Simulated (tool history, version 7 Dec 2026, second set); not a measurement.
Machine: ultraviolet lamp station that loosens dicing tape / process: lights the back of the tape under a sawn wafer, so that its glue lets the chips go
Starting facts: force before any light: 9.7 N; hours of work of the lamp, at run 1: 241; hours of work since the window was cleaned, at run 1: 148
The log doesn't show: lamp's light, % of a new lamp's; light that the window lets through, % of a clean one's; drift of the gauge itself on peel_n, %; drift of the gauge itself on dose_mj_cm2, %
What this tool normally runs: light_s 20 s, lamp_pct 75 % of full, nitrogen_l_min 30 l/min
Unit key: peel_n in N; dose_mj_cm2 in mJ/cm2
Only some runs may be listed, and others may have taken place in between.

run   hour  light_s  lamp_pct  nitrogen_l_min  hours of work of the lamp  hours of work since the window was cleaned  peel_n  dose_mj_cm2
  1    0.0       20        75              30                        241                                         148   1.356          404
  2    7.9       20        60              30                        245                                         152   2.021          334
  3   13.4       20        60              30                        248                                         155   1.922          329
  4   23.5       24        75              30                        253                                         161   1.004          485
  5   28.9       24        75              30                        256                                         163   1.004          488
  6   38.3       24        75              30                        261                                         168   0.999          490
  7   49.7       24        75              30                        267                                         175   1.023          482
  8   57.7       24        75              30                        272                                         179   0.968          482
  9   62.5       24        75              30                        274                                         181   1.021          481
 10   70.4       20        75              39                        278                                         186   1.254          400
 11   76.8       20        75              56                        282                                         189   1.045          403
 12   85.2       20        75              56                        286                                         193   1.063          401
 13   91.3       20        65              30                        290                                         197   1.853          346
 14  101.2       20        65              30                        295                                         202   1.780          348
 15  107.0       20        65              30                        298                                         205   1.775          349
     108.2  -- window cleaned of glue's vapour
 16  115.2       20        85              30                        302                                           4   1.260          433
 17  126.9       20        85              30                        308                                          10   1.263          430
 18  135.3       20        75              28                        313                                          14   1.621          385
     137.2  -- window cleaned of glue's vapour, once more
 19  147.6       20        75              28                        319                                           6   1.348          429
 20  155.8       20        75              28                        323                                          10   1.360          425
 21  163.2       20        75              28                        327                                          14   1.289          420
 22  174.6       20        75              28                        334                                          20   1.311          419
 23  181.5       20        86              32                        337                                          24   0.982          483
 24  192.3       27        94              20                        343                                          29   0.627          719
 25  200.3       33        69              30                        347                                          34   0.595          642
 26  209.8       15        71              10                        352                                          39   3.385          302
 27  219.2       15        71              10                        357                                          44   3.531          299
 28  227.2       20        75              13                        362                                          48   2.102          424
 29  232.3       20        95              24                        364                                          51   0.964          526
 30  241.2       20        95              24                        369                                          55   0.958          529
 31  251.3       20        75              20                        374                                          61   1.703          414
 32  262.5       20        75              15                        380                                          67   1.965          412
 33  267.4       22        63               9                        383                                          69   2.841          381
 34  278.2       20        68              30                        389                                          75   1.606          375
 35  283.7       15        66              30                        392                                          78   2.583          271
 36  289.1       12        63              11                        395                                          81   4.570          210
 37  294.2       12        63              11                        397                                          84   4.561          207
 38  304.0       25        75              25                        403                                          89   1.018          515
 39  309.6       20        95              10                        406                                          92   1.736          523
 40  315.7       20        95              17                        409                                          95   1.269          521
 41  322.8       30        97              17                        413                                          99   0.564          792
 42  330.3       20        80              33                        417                                         103   1.192          436
 43  336.9       15        67              19                        420                                         107   3.147          272
 44  348.2       20        89              24                        426                                         113   1.174          484

Pick out some run-to-run changes in peel_n. Of each, how much would a tool without hidden state show as well, from the settings, what came in and chance, and how much is left for the hidden state and any gauge scatter not in both results compared?
Run 18 -> 19: window cleaned of glue's vapour, once more. peel_n -0.273 N: hidden state -0.278, all else +0.005.
Run 25 -> 26: light_s 33 -> 15, lamp_pct 69 -> 71, nitrogen_l_min 30 -> 10. peel_n +2.790 N: hidden state +0.159, all else +2.631.
Run 35 -> 36: light_s 15 -> 12, lamp_pct 66 -> 63, nitrogen_l_min 30 -> 11. peel_n +1.987 N: hidden state +0.014, all else +1.973.
Run 37 -> 38: light_s 12 -> 25, lamp_pct 63 -> 75, nitrogen_l_min 11 -> 25. peel_n -3.543 N: hidden state -0.130, all else -3.413.
Run 42 -> 43: light_s 20 -> 15, lamp_pct 80 -> 67, nitrogen_l_min 33 -> 19. peel_n +1.955 N: hidden state +0.144, all else +1.811.
